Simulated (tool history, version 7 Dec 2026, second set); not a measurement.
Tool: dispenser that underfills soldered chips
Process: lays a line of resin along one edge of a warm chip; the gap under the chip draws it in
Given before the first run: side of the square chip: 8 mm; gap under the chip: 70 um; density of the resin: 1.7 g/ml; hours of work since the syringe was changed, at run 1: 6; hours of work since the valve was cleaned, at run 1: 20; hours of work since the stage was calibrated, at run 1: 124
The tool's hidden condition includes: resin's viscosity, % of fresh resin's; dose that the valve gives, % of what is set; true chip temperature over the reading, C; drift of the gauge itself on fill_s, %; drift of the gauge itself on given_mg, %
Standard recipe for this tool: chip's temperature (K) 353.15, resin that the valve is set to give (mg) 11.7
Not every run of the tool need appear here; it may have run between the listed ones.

run,day,chip's temperature (K),resin that the valve is set to give (mg),hours of work since the syringe was changed,hours of work since the valve was cleaned,hours of work since the stage was calibrated,time until the resin shows at the far edge (s),resin that the valve gave (mg)
1,0.000,353.15,11.7,6,20,124,68.9,11.70
2,0.192,353.15,11.7,9,24,127,81.6,11.57
# day 0.267: new syringe of resin
3,0.321,353.15,11.7,1,26,129,53.5,11.56
4,0.425,353.15,11.7,3,27,131,59.1,11.70
5,0.525,353.15,11.7,4,29,133,64.6,11.55
6,0.700,353.15,11.7,7,32,136,76.1,11.65
# day 0.875: new syringe of resin
7,0.896,353.15,11.7,0,35,139,51.4,11.51
8,1.071,359.15,11.7,3,38,142,45.4,11.48
9,1.242,367.15,11.7,6,41,145,36.6,11.45
10,1.388,346.15,10.1,9,44,147,120.3,9.94
# day 1.488: new syringe of resin
11,1.504,348.15,10.4,0,45,149,65.6,10.17
12,1.692,362.15,11.5,3,48,152,40.0,11.15
13,1.892,351.15,12.2,7,52,155,80.9,11.93
14,2.029,363.15,15.2,9,54,158,50.5,14.88
# day 2.096: new syringe of resin
15,2.221,360.15,9.9,2,57,161,44.3,9.67

Predict each of these 3 candidate next runs independently; none follows another, all start after run 15:
A,2.350,353.15,11.5,4,59,163,?,?
B,2.350,342.15,12.5,4,59,163,?,?
C,2.350,355.15,12.4,4,59,163,?,?

run,time until the resin shows at the far edge (s),resin that the valve gave (mg)
A,66.5,11.26
B,110.0,12.17
C,58.5,12.16
What these runs would have given with no unlogged condition in the tool:
run,time until the resin shows at the far edge (s),resin that the valve gave (mg)
A,48.3,11.55
B,79.7,12.49
C,42.6,12.48

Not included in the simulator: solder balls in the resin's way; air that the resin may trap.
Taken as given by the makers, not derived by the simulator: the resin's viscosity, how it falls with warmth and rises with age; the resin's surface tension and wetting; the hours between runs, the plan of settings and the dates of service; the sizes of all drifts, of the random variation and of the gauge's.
